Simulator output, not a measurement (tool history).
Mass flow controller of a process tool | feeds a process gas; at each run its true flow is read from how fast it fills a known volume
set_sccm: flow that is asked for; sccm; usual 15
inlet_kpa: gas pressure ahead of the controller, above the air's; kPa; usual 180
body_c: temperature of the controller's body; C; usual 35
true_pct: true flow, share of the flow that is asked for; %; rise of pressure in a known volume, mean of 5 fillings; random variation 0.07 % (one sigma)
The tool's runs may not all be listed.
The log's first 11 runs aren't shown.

run    hour  set_sccm  inlet_kpa  body_c  hours of work since the controller was set to zero  hours of work since the controller was changed  true_pct
 12   840.4        15        180      33                                                1087                                            1087     99.22
 13   942.9        15        141      35                                                1120                                            1120     99.48
 14  1042.4        15        141      35                                                1152                                            1152     99.49
 15  1149.9        15        141      35                                                1187                                            1187     99.59
 16  1261.9        15        180      20                                                1223                                            1223     98.52
     1268.5  -- controller's zero set anew
 17  1349.7        15        180      20                                                  26                                            1251     98.62
 18  1403.6        15        180      20                                                  44                                            1268     98.78
 19  1501.4        15        180      20                                                  75                                            1300     98.88
 20  1586.3        15        180      20                                                 102                                            1327      98.6
 21  1688.2        23        180      35                                                 135                                            1360     99.98
 22  1788.7        23        180      35                                                 168                                            1392     99.96
     1884.2  -- controller's zero set anew, once more
 23  1896.7        23        180      35                                                   4                                            1427     99.58
 24  1998.2        15        180      21                                                  37                                            1460      98.2

The next listed run, before its measurement:
 25  2052.3         8        157      35                                                  54                                            1477         ?

{"run 25": {"true_pct": 99.03}}
Without the tool's hidden state the same run would have given true_pct 98.4 %.
